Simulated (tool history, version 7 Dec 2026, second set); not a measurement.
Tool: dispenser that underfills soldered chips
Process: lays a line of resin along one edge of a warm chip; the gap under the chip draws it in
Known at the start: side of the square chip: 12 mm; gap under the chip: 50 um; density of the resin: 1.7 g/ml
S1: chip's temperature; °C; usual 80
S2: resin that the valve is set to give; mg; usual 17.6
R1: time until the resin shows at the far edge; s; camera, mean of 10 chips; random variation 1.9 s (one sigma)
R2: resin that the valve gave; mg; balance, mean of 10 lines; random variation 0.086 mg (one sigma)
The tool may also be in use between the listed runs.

{"run": 1, "hour": 0.0, "S1": 80, "S2": 17.6, "R1": 219.9, "R2": 16.87}
{"run": 2, "hour": 9.6, "S1": 80, "S2": 17.6, "R1": 306.1, "R2": 16.8}
{"hour": 12.9, "done": "new syringe of resin"}
{"run": 3, "hour": 19.2, "S1": 80, "S2": 17.6, "R1": 259.2, "R2": 16.8}
{"hour": 26.6, "done": "new syringe of resin"}
{"run": 4, "hour": 28.4, "S1": 80, "S2": 17.6, "R1": 219.7, "R2": 16.67}
{"run": 5, "hour": 36.8, "S1": 80, "S2": 22.6, "R1": 289.2, "R2": 21.25}
{"hour": 41.4, "done": "new syringe of resin"}
{"run": 6, "hour": 50.8, "S1": 80, "S2": 22.6, "R1": 284.9, "R2": 20.85}
{"hour": 55.7, "done": "new syringe of resin"}
{"run": 7, "hour": 59.0, "S1": 80, "S2": 22.6, "R1": 231.7, "R2": 20.91}
{"hour": 69.7, "done": "new syringe of resin"}
{"run": 8, "hour": 74.2, "S1": 80, "S2": 22.6, "R1": 233.5, "R2": 20.63}
{"hour": 83.7, "done": "new syringe of resin"}
{"run": 9, "hour": 89.8, "S1": 80, "S2": 21.3, "R1": 255.3, "R2": 19.3}
{"hour": 98.0, "done": "new syringe of resin"}
{"run": 10, "hour": 102.6, "S1": 80, "S2": 19.5, "R1": 247.4, "R2": 17.74}
{"hour": 112.5, "done": "new syringe of resin"}
{"hour": 118.1, "done": "dispensing valve cleaned and set on the balance"}
{"run": 11, "hour": 118.1, "S1": 66, "S2": 22.7, "R1": 522.6, "R2": 22.55}
{"run": 12, "hour": 125.5, "S1": 67, "S2": 17.4, "R1": 645.7, "R2": 17.34}
{"hour": 128.1, "done": "new syringe of resin"}
{"run": 13, "hour": 137.2, "S1": 65, "S2": 16.1, "R1": 672.2, "R2": 15.83}
{"hour": 142.4, "done": "new syringe of resin"}
{"hour": 150.1, "done": "stage's temperature calibrated"}
{"run": 14, "hour": 151.6, "S1": 65, "S2": 16.1, "R1": 580, "R2": 15.9}
{"hour": 157.9, "done": "new syringe of resin"}
{"run": 15, "hour": 165.3, "S1": 78, "S2": 16.4, "R1": 280.5, "R2": 15.97}
{"hour": 171.8, "done": "new syringe of resin"}
{"run": 16, "hour": 176.2, "S1": 78, "S2": 16.9, "R1": 247.8, "R2": 16.45}
{"hour": 186.1, "done": "new syringe of resin"}
{"run": 17, "hour": 191.5, "S1": 78, "S2": 16.9, "R1": 254.1, "R2": 16.18}

Measured less the same run without the tool's hidden state. The same run-to-run variation is in both; the gauge's scatter may not be:
The hidden state here: resin's viscosity, % of fresh resin's; dose that the valve gives, % of what is set; true chip temperature over the reading, C; drift of the gauge itself on fill_s, %; drift of the gauge itself on given_mg, %.
run=1 R1=+31.5 R2=-0.73
run=2 R1=+119.2 R2=-0.82
run=3 R1=+70.7 R2=-0.92
run=4 R1=+34.7 R2=-0.98
run=5 R1=+106.2 R2=-1.37
run=6 R1=+101.9 R2=-1.53
run=7 R1=+50.5 R2=-1.63
run=8 R1=+54.4 R2=-1.78
run=9 R1=+70.8 R2=-1.86
run=10 R1=+63 R2=-1.83
run=11 R1=+130.8 R2=-0.05
run=12 R1=+272.1 R2=-0.11
run=13 R1=+248.6 R2=-0.21
run=14 R1=+150.6 R2=-0.32
run=15 R1=+69.4 R2=-0.43
run=16 R1=+41.5 R2=-0.54
run=17 R1=+47.1 R2=-0.68
